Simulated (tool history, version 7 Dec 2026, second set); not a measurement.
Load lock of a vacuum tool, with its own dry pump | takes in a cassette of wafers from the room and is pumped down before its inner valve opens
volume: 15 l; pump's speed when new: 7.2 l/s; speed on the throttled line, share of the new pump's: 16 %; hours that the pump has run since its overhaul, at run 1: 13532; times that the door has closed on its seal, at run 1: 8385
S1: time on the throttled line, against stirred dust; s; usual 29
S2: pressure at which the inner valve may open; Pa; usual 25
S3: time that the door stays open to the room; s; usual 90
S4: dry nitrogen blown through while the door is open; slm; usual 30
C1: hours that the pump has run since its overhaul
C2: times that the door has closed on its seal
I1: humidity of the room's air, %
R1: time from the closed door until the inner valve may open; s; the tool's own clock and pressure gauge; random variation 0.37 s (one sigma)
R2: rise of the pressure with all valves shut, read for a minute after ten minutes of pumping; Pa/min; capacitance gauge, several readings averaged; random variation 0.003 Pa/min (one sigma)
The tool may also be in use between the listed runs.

run 1 hour=0 | S1=29 S2=25 S3=90 S4=30 | C1=13532 C2=8385 | I1=47.1 | R1=47.1 R2=0.063
run 2 hour=138.3 | S1=29 S2=25 S3=90 S4=30 | C1=13670 C2=8881 | I1=41.7 | R1=46.6 R2=0.061
run 3 hour=271.7 | S1=29 S2=25 S3=90 S4=30 | C1=13803 C2=9359 | I1=46 | R1=46.9 R2=0.068
run 4 hour=458.2 | S1=29 S2=25 S3=90 S4=30 | C1=13990 C2=10027 | I1=45.1 | R1=46.2 R2=0.069
run 5 hour=647.9 | S1=29 S2=25 S3=90 S4=30 | C1=14180 C2=10707 | I1=45.6 | R1=46.8 R2=0.069
run 6 hour=740.6 | S1=29 S2=25 S3=162 S4=30 | C1=14272 C2=11040 | I1=42.3 | R1=46.5 R2=0.082
run 7 hour=890.1 | S1=29 S2=25 S3=162 S4=30 | C1=14422 C2=11575 | I1=46.1 | R1=48.2 R2=0.084
-- hour=995 dry pump taken out, an overhauled one fitted
run 8 hour=1021.9 | S1=29 S2=25 S3=90 S4=30 | C1=27 C2=12026 | I1=47.4 | R1=42.2 R2=0.069
run 9 hour=1122.9 | S1=29 S2=25 S3=90 S4=30 | C1=128 C2=12389 | I1=44.1 | R1=41.3 R2=0.068
run 10 hour=1245.5 | S1=49 S2=25 S3=90 S4=30 | C1=250 C2=12828 | I1=44.4 | R1=58.8 R2=0.072
run 11 hour=1376 | S1=29 S2=25 S3=90 S4=30 | C1=381 C2=13296 | I1=46.2 | R1=41.7 R2=0.068
run 12 hour=1548 | S1=29 S2=25 S3=90 S4=30 | C1=553 C2=13912 | I1=45.7 | R1=41.9 R2=0.073
run 13 hour=1667.8 | S1=29 S2=25 S3=90 S4=30 | C1=673 C2=14342 | I1=46.1 | R1=41.9 R2=0.078
run 14 hour=1763.5 | S1=29 S2=25 S3=90 S4=30 | C1=768 C2=14685 | I1=42.4 | R1=42 R2=0.071
run 15 hour=1930.3 | S1=33 S2=25 S3=90 S4=30 | C1=935 C2=15282 | I1=43.3 | R1=45 R2=0.077
run 16 hour=2109.2 | S1=33 S2=25 S3=90 S4=30 | C1=1114 C2=15924 | I1=48.6 | R1=45.9 R2=0.082
run 17 hour=2293.5 | S1=33 S2=25 S3=90 S4=30 | C1=1299 C2=16585 | I1=46.3 | R1=45.7 R2=0.084
run 18 hour=2456.8 | S1=29 S2=43 S3=90 S4=30 | C1=1462 C2=17170 | I1=44.5 | R1=40.4 R2=0.083
run 19 hour=2547.3 | S1=29 S2=25 S3=90 S4=6 | C1=1552 C2=17494 | I1=50.7 | R1=42.1 R2=0.145
run 20 hour=2694.1 | S1=20 S2=25 S3=104 S4=20 | C1=1699 C2=18020 | I1=43.6 | R1=34.4 R2=0.099
run 21 hour=2773.6 | S1=20 S2=25 S3=104 S4=20 | C1=1779 C2=18306 | I1=47.3 | R1=34.9 R2=0.105
run 22 hour=2867.1 | S1=29 S2=25 S3=28 S4=19 | C1=1872 C2=18641 | I1=44.8 | R1=42.1 R2=0.083
run 23 hour=2945.8 | S1=49 S2=20 S3=59 S4=5 | C1=1951 C2=18923 | I1=46 | R1=58.9 R2=0.126
run 24 hour=3101.6 | S1=49 S2=20 S3=59 S4=5 | C1=2107 C2=19481 | I1=45.3 | R1=60 R2=0.125
run 25 hour=3292 | S1=49 S2=20 S3=59 S4=5 | C1=2297 C2=20164 | I1=41.9 | R1=59.6 R2=0.128
run 26 hour=3471.1 | S1=49 S2=20 S3=59 S4=5 | C1=2476 C2=20806 | I1=43.8 | R1=59.9 R2=0.127
run 27 hour=3597 | S1=37 S2=38 S3=56 S4=8 | C1=2602 C2=21257 | I1=41.7 | R1=47.6 R2=0.113
run 28 hour=3782.4 | S1=37 S2=38 S3=56 S4=8 | C1=2787 C2=21921 | I1=42.5 | R1=48 R2=0.118
run 29 hour=3959.9 | S1=22 S2=25 S3=150 S4=5 | C1=2965 C2=22558 | I1=42.5 | R1=36.4 R2=0.181
run 30 hour=4050.8 | S1=20 S2=25 S3=79 S4=5 | C1=3056 C2=22884 | I1=47.2 | R1=34.9 R2=0.159

Run 31 comes next. What will it give?
run 31 hour=4194.2 | S1=29 S2=18 S3=230 S4=19 | C1=3199 C2=23397 | I1=44.8 | R1=? R2=?

Run 31 gave R1 43.7 s, R2 0.162 Pa/min.
Without the tool's hidden state the same run would have given R1 42.9 s, R2 0.094 Pa/min.
